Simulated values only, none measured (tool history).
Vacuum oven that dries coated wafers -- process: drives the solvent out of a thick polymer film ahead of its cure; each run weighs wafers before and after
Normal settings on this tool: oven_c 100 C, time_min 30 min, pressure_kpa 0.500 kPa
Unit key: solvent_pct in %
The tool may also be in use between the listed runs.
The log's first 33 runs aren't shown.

run    hour  oven_c  time_min  pressure_kpa  hours of work since the thermocouples were calibrated  hours of work since the vacuum gauge was cleaned of residue  solvent_pct
 34  2045.8     113        23         0.356                                                    896                                                         1578         0.76
 35  2086.0      97        22         0.720                                                    918                                                         1599         3.25
 36  2136.2      97        22         0.720                                                    945                                                         1626         3.35
 37  2212.5      97        22         0.720                                                    986                                                         1667         3.38
 38  2287.2     108        29         0.705                                                   1026                                                         1708         1.04
 39  2360.0     115        30         0.500                                                   1066                                                         1747         0.42
 40  2402.5      87        32         0.484                                                   1089                                                         1770         3.73
 41  2465.1      87        32         0.484                                                   1122                                                         1804         3.68
 42  2557.0      87        41         0.749                                                   1172                                                         1853         3.08
 43  2634.0     111        36         1.198                                                   1214                                                         1895         0.86
 44  2701.3     111        36         1.198                                                   1250                                                         1931         0.89
 45  2749.9      96        29         0.253                                                   1276                                                         1957         2.16
 46  2827.7      96        29         0.253                                                   1318                                                         1999         2.13

Branching from run 46: 5 alternative next runs. What would each branch give?
  A  2891.9      96        16         0.272                                                   1353                                                         2034            ?
  B  2891.9     106        29         0.283                                                   1353                                                         2034            ?
  C  2891.9     110        29         1.264                                                   1353                                                         2034            ?
  D  2891.9      96        29         0.973                                                   1353                                                         2034            ?
  E  2891.9     107        17         1.808                                                   1353                                                         2034            ?

run  solvent_pct
  A         4.61
  B         0.88
  C         1.18
  D         2.75
  E         3.00
Had the tool no hidden state, the same runs would have come out as:
run  solvent_pct
  A         4.56
  B         0.85
  C         1.16
  D         2.71
  E         2.96
